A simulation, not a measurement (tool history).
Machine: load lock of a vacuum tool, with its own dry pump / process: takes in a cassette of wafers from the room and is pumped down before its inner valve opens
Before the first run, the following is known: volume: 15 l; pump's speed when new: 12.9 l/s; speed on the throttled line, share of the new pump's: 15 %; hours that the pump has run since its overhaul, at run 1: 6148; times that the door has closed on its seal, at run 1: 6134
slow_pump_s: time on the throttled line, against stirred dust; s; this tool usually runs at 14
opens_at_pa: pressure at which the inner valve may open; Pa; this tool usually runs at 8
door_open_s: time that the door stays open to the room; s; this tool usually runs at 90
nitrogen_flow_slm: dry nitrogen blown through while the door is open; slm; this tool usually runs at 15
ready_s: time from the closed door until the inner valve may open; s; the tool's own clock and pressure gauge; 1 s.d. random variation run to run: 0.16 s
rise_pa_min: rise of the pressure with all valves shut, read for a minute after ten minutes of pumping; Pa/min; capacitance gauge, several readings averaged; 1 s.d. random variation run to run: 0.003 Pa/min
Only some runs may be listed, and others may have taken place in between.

run    hour  slow_pump_s  opens_at_pa  door_open_s  nitrogen_flow_slm  hours that the pump has run since its overhaul  times that the door has closed on its seal  incoming humidity of the room's air, %  ready_s  rise_pa_min
  1       0           14            8           90                 15                                            6148                                        6134                                    42.9     23.7        0.071
  2   155.7           14            8           90                 15                                            6304                                        6664                                    45.5     23.8        0.076
  3     277           14            8           90                 11                                            6425                                        7076                                    43.1     23.7         0.08
  4     348           14            7           90                 15                                            6496                                        7318                                    47.6     23.7        0.078
  5   478.4           14            7           90                 15                                            6626                                        7762                                    45.9     24.3        0.073
  6   596.2           14            8           90                 15                                            6744                                        8163                                    48.2       24        0.089
  7   685.7           14            8           90                 15                                            6834                                        8467                                    43.9     23.9        0.085
  8   751.5           14            8           90                 15                                            6899                                        8691                                    44.6       24        0.078
  9   874.1           14            8           90                 15                                            7022                                        9108                                    46.9     23.7        0.087
 10   974.9           14            8           90                 15                                            7123                                        9452                                    49.5       24        0.093
 11  1063.1           14            8           90                 15                                            7211                                        9752                                    46.1       24        0.083
 12  1200.9           14            8          130                 15                                            7349                                       10221                                    47.7       24        0.107
 13  1312.5           14            8          130                 15                                            7460                                       10601                                    45.5     23.9          0.1
 14    1447           14            8           90                 15                                            7595                                       11058                                      43     23.8        0.098
 15  1568.5           14            9           90                 15                                            7716                                       11472                                    44.1     23.8        0.091
 16  1633.6           14            9           90                 15                                            7781                                       11694                                    43.6     23.5        0.093
 17  1715.1           14           13           90                 15                                            7863                                       11971                                      44     23.2        0.095
 18  1862.5           14           13           90                 15                                            8010                                       12472                                    46.9     23.4        0.104
 19    2006           14            7           90                 15                                            8154                                       12961                                    47.3     24.3          0.1
 20  2142.9           14            7           90                 15                                            8291                                       13427                                    47.1     24.4        0.106
 21    2260           11            8           74                 15                                            8408                                       13825                                    42.6     21.6        0.096
 22  2340.6           11            8          131                 15                                            8488                                       14100                                    44.2     21.6        0.118
 23    2420           11            8          131                 15                                            8568                                       14370                                    41.4     21.9        0.117
 24  2579.5           11            8           31                 34                                            8727                                       14913                                      45     21.6         0.08
 25  2646.7           20            8           79                 34                                            8795                                       15141                                    45.8     28.9        0.095
 26  2791.1           20            8           79                 34                                            8939                                       15633                                    45.5     29.2        0.096
 27  2928.1           20            8           90                  8                                            9076                                       16099                                    43.5     29.3        0.126
 28  3014.4           20            8           90                  8                                            9162                                       16393                                    44.5     29.1        0.129
 29  3169.3           17           13           72                  7                                            9317                                       16920                                    45.7     25.7        0.118
 30  3256.3           11            8           90                 15                                            9404                                       17216                                    43.5     21.7        0.121
 31    3349           10           10          147                  7                                            9497                                       17532                                    46.8     20.5        0.167
 32  3497.8           14            8           90                  9                                            9646                                       18038                                    48.8     24.6        0.141
 33  3644.5           14            8           90                  9                                            9792                                       18537                                    44.7     24.3        0.135
 34  3729.9           14            8           90                  9                                            9878                                       18828                                    51.2     24.3        0.148
 35  3817.7           14            8           40                 12                                            9966                                       19127                                    47.8     24.2        0.122
 36  3959.5            8            8           40                 13                                           10107                                       19610                                    43.4     19.5        0.111
 37  4055.8           13           13           90                 35                                           10204                                       19937                                      45     22.9        0.123
 38  4148.1           14           13           90                 15                                           10296                                       20251                                    47.4     23.8        0.143

3 ways to go on from here, each from the tool as it stands after run 38. What would each give?
  A  4269.1           14           13           90                 35                                           10417                                       20663                                    44.2        ?            ?
  B  4269.1           14           13           90                 11                                           10417                                       20663                                    44.2        ?            ?
  C  4269.1           14           13           90                  8                                           10417                                       20663                                    42.3        ?            ?

run  ready_s  rise_pa_min
  A     23.7        0.129
  B     23.7        0.143
  C     23.6        0.149
Without the tool's unlogged condition, the same runs would have read:
run  ready_s  rise_pa_min
  A     22.4         0.04
  B     22.4        0.055
  C     22.3        0.059
